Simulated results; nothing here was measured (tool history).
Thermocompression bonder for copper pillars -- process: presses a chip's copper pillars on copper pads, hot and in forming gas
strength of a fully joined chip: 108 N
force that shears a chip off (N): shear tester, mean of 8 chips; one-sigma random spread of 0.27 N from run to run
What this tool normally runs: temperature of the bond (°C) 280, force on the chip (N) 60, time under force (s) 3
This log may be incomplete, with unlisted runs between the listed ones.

run	hour	temperature of the bond (°C)	force on the chip (N)	time under force (s)	force that shears a chip off (N)
1	0	280	60	3	81.8
2	9.8	280	60	3	82
3	20.8	280	60	3	81.8
4	33.1	280	60	3	81.4
5	45	280	60	3	81.4
6	55.4	280	56	3	78.3
7	66.3	280	56	3	78.2
8	75.3	299	56	3	86.9
9	93	280	69	3	88
10	107.6	280	69	3	87.6
11	121.9	280	69	3	87.8
12	138.1	280	44	9	84.7
13	156.6	280	74	8	99.2
14	167.4	255	47	5	63.4
15	178.4	280	38	6	69.7
16	190.7	280	38	6	70.1
17	204.1	255	60	3	67.5
18	212.5	254	77	2	72.7
19	231.6	254	41	3	46.7
20	243.9	254	41	3	46.8
21	257.5	252	79	3	79.5

4 ways to go on from here, each from the tool as it stands after run 21. What would each give?
A	275.4	278	79	4	?
B	275.4	280	41	3	?
C	275.4	252	59	3	?
D	275.4	280	60	5	?

run	force that shears a chip off (N)
A	94.1
B	60.8
C	65
D	88.3
What these runs would have given with no unlogged condition in the tool:
run	force that shears a chip off (N)
A	96.3
B	58.6
C	62.5
D	89
